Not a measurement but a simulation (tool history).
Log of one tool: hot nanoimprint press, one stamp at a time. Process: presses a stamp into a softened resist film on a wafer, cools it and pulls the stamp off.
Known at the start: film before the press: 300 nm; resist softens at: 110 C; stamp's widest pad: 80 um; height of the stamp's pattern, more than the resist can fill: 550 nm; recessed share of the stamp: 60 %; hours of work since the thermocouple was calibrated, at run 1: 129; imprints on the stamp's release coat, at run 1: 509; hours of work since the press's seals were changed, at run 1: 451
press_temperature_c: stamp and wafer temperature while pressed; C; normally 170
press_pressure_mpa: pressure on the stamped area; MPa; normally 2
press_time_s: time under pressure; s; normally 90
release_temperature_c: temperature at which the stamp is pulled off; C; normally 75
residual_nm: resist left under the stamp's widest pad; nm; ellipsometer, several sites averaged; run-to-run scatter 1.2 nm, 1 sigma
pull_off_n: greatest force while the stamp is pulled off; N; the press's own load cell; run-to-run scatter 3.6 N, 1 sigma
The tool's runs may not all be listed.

run    hour  press_temperature_c  press_pressure_mpa  press_time_s  release_temperature_c  hours of work since the thermocouple was calibrated  imprints on the stamp's release coat  hours of work since the press's seals were changed  residual_nm  pull_off_n
  1       0                  170                   2            90                     75                                                  129                                   509                                                 451        174.5         187
  2    44.6                  170                   2            90                     75                                                  164                                   776                                                 485        172.4         197
  3   142.6                  170                   2            90                     75                                                  239                                  1363                                                 560        169.8         205
  4   207.5                  170                   2            90                     75                                                  288                                  1751                                                 610        170.5         228
      258.7  -- stamp cleaned and given a new release coat
  5   278.6                  170                   2            90                     75                                                  338                                   119                                                 660        168.5         166
      321.6  -- press's hydraulic seals changed and the load cell set to zero
  6   342.5                  170                   2            90                     75                                                  381                                   454                                                  16        164.8         182
  7     394                  170                   2            90                     75                                                  420                                   762                                                  55        163.8         195
  8   457.9                  170                   2            90                     75                                                  469                                  1145                                                 104        162.9         203
      510.9  -- plate thermocouple calibrated
  9   562.5                  170                   2            90                     75                                                   40                                  1753                                                 182        158.1         217
      613.9  -- stamp cleaned and given a new release coat
 10   621.3                  170                   2            90                     75                                                   80                                    45                                                 223        155.2         161
 11   686.9                  181                   2            90                     75                                                  130                                   438                                                 273        103.7         180
 12   746.9                  181                   2            81                     75                                                  176                                   797                                                 319        105.9         190
 13   802.2                  181                   2            81                     75                                                  218                                  1128                                                 361        105.3         192
 14   847.7                  170                   2            90                     75                                                  253                                  1400                                                 396        151.6         203
      923.4  -- plate thermocouple calibrated, once more
 15   938.8                  170                   2            90                     75                                                   12                                  1928                                                 464        176.4         245
      961.2  -- stamp cleaned and given a new release coat
 16  1013.1                  170                   2            90                     70                                                   64                                   312                                                 516        173.5         193
 17  1090.9                  168                1.61            90                     80                                                  124                                   777                                                 575        200.8         175
 18  1137.1                  168                1.61            90                     80                                                  159                                  1053                                                 611        196.9         188
 19  1191.8                  168                1.61            90                     80                                                  201                                  1381                                                 653        195.8         205
       1252  -- press's hydraulic seals changed and the load cell set to zero
 20  1273.5                  168                1.61            60                     75                                                  257                                  1823                                                  17        215.9         224
     1314.4  -- stamp cleaned and given a new release coat
 21  1375.9                  173                1.59           107                     75                                                  331                                   368                                                  90        153.1         180
 22  1448.3                  173                1.59           107                     75                                                  387                                   802                                                 146        153.4         190
 23  1545.2                  173                2.18            58                     75                                                  461                                  1382                                                 220        164.5         214
 24  1605.5                  170                   2            90                     79                                                  507                                  1743                                                 266        164.4         202
     1614.3  -- plate thermocouple calibrated
     1659.8  -- stamp cleaned and given a new release coat
 25  1705.5                  170                   2            90                     79                                                   65                                   274                                                 336        173.7         171
 26  1782.5                  171                   2           127                     75                                                  124                                   735                                                 395        147.8         194
 27  1877.7                  171                   2           127                     75                                                  197                                  1304                                                 468        144.5         207
 28  1932.9                  161                   2           120                     75                                                  239                                  1635                                                 510        209.8         223
     2004.2  -- stamp cleaned and given a new release coat
 29  2038.5                  176                2.32           112                     77                                                  316                                   205                                                 586        115.8         169

What if the next run were any one of these 3? Each begins from the tool's condition after run 29:
  A  2114.2                  169                1.64            86                     75                                                  374                                   658                                                 644            ?           ?
  B  2114.2                  170                   2            95                     60                                                  374                                   658                                                 644            ?           ?
  C  2114.2                  170                1.65           117                     77                                                  374                                   658                                                 644            ?           ?

run  residual_nm  pull_off_n
  A        188.9         186
  B        164.2         226
  C        163.2         181
With the hidden condition removed and each run's random variation left untouched, the same runs would have given:
run  residual_nm  pull_off_n
  A        195.6         169
  B        170.2         204
  C        169.8         165
